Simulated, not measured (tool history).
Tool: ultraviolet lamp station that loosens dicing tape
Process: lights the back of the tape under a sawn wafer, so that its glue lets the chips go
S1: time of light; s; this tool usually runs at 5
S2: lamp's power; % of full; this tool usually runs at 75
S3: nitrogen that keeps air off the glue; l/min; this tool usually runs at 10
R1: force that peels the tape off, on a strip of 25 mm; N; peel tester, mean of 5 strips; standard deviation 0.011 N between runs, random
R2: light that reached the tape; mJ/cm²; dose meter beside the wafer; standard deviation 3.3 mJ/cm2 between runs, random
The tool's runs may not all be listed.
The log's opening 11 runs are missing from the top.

run	hour	S1	S2	S3	R1	R2
12	79.9	5	75	16	0.464	482
13	86.8	5	75	16	0.471	479
14	94.1	5	75	16	0.481	475
15	100.3	5	75	10	0.527	479
16	107.8	5	75	10	0.555	481
17	115.4	5	75	10	0.537	473
18	119.7	5	75	10	0.550	480
19	128.1	9	68	7	0.311	776
20	132.5	9	68	7	0.311	779
21	138.2	9	68	7	0.313	770
22	142.3	9	68	7	0.307	775
23	149.0	2	64	9	1.892	161
24	154.7	2	64	9	1.998	160
25	161.2	2	64	9	1.854	161
26	169.6	2	64	9	1.947	161
27	173.9	9	64	17	0.265	717
28	178.9	5	63	5	0.913	392
29	185.2	9	77	18	0.243	854
30	191.5	5	75	10	0.569	467
31	198.6	3	75	10	1.122	279
32	203.0	7	99	19	0.242	849
33	209.0	7	99	19	0.244	856
34	213.8	7	99	19	0.234	842
35	222.4	9	75	10	0.270	827
36	228.9	4	60	10	1.042	293

Consider 4 possible next runs. They are alternatives, not a sequence: every one starts from the tool as it was left by run 36. What does each give?
A	235.6	7	70	6	?	?
B	235.6	4	60	8	?	?
C	235.6	4	69	5	?	?
D	235.6	6	77	15	?	?

run	R1	R2
A	0.457	596
B	1.148	290
C	1.123	337
D	0.364	560
Had the tool no hidden state, the same runs would have come out as:
run	R1	R2
A	0.371	687
B	0.963	335
C	0.938	389
D	0.302	647
